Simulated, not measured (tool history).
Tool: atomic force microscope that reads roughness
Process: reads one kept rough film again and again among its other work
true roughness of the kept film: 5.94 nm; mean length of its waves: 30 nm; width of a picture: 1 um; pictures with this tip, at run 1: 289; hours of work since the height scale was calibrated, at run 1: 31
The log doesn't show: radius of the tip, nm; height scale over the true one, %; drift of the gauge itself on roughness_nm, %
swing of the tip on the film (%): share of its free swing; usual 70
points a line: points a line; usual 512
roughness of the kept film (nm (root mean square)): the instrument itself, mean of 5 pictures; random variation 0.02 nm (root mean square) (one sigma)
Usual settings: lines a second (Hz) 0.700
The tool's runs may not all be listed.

run,hour,lines a second (Hz),swing of the tip on the film (%),points a line,pictures with this tip,hours of work since the height scale was calibrated,roughness of the kept film (nm (root mean square))
1,0.0,0.700,70,512,289,31,3.630
2,10.5,0.700,70,512,300,36,3.569
3,19.0,0.700,70,512,309,40,3.561
4,25.8,0.700,80,512,316,43,3.429
5,34.0,0.700,80,512,325,46,3.439
6,42.1,0.700,80,512,334,50,3.376
7,55.4,0.700,80,512,348,56,3.327
8,66.8,0.700,80,512,360,62,3.281
9,76.0,0.700,70,512,370,66,3.380
# hour 82.0: new tip fitted
10,89.5,0.700,70,604,7,72,4.938
11,98.7,0.700,73,512,17,76,4.854
12,107.4,0.700,73,512,27,81,4.826
13,113.8,0.700,73,512,33,83,4.797
14,120.8,0.700,70,619,41,87,4.762
15,127.9,0.700,70,619,48,90,4.677
16,141.1,0.700,70,512,62,96,4.628
17,150.6,0.700,70,512,72,101,4.590
18,158.6,0.700,70,512,81,104,4.528
19,169.5,0.700,70,763,92,109,4.492
20,182.2,0.700,70,763,106,115,4.435
21,188.6,0.700,70,763,113,118,4.417
22,198.2,0.700,70,763,123,123,4.369
23,204.0,0.700,70,763,129,126,4.374
24,216.1,0.700,70,763,142,131,4.244
25,227.8,0.700,70,763,154,137,4.247
26,234.4,2.201,85,961,161,140,3.292
27,246.5,0.576,68,512,174,145,4.178
28,256.7,0.576,79,301,185,150,4.011
29,263.7,2.885,75,594,192,153,3.399
30,269.8,2.885,75,594,199,156,3.358
31,282.1,2.741,84,714,212,162,3.010
32,287.6,0.700,70,731,217,165,3.959
33,297.9,0.700,70,731,228,169,3.909
34,309.3,2.490,70,512,240,175,3.453
35,314.6,2.490,70,512,246,177,3.475
36,324.6,2.265,89,272,257,182,2.813
37,334.4,2.265,89,272,267,186,2.794
38,340.3,2.265,89,272,273,189,2.779
39,351.6,2.265,89,272,285,194,2.745
40,362.1,0.728,60,721,296,199,3.749
41,374.4,0.754,82,512,309,205,3.478
42,382.2,0.887,66,416,318,209,3.573
43,392.0,0.887,66,416,328,213,3.596
44,402.3,0.887,66,416,339,218,3.533
45,410.4,0.656,65,501,348,222,3.565
46,422.7,0.656,65,501,361,228,3.518
47,435.4,3.317,72,512,374,233,2.855
# hour 437.9: new tip fitted
48,444.6,3.317,72,512,7,237,4.091
49,450.6,3.317,72,512,14,240,4.084

Forecast each of these 4 alternatives for the next run:
A,456.3,1.105,56,545,20,243,?
B,456.3,1.382,70,603,20,243,?
C,456.3,1.654,79,753,20,243,?
D,456.3,2.452,87,370,20,243,?

run,roughness of the kept film (nm (root mean square))
A,4.892
B,4.633
C,4.292
D,3.596
Without the tool's hidden state the same runs would have given:
run,roughness of the kept film (nm (root mean square))
A,5.052
B,4.785
C,4.433
D,3.714
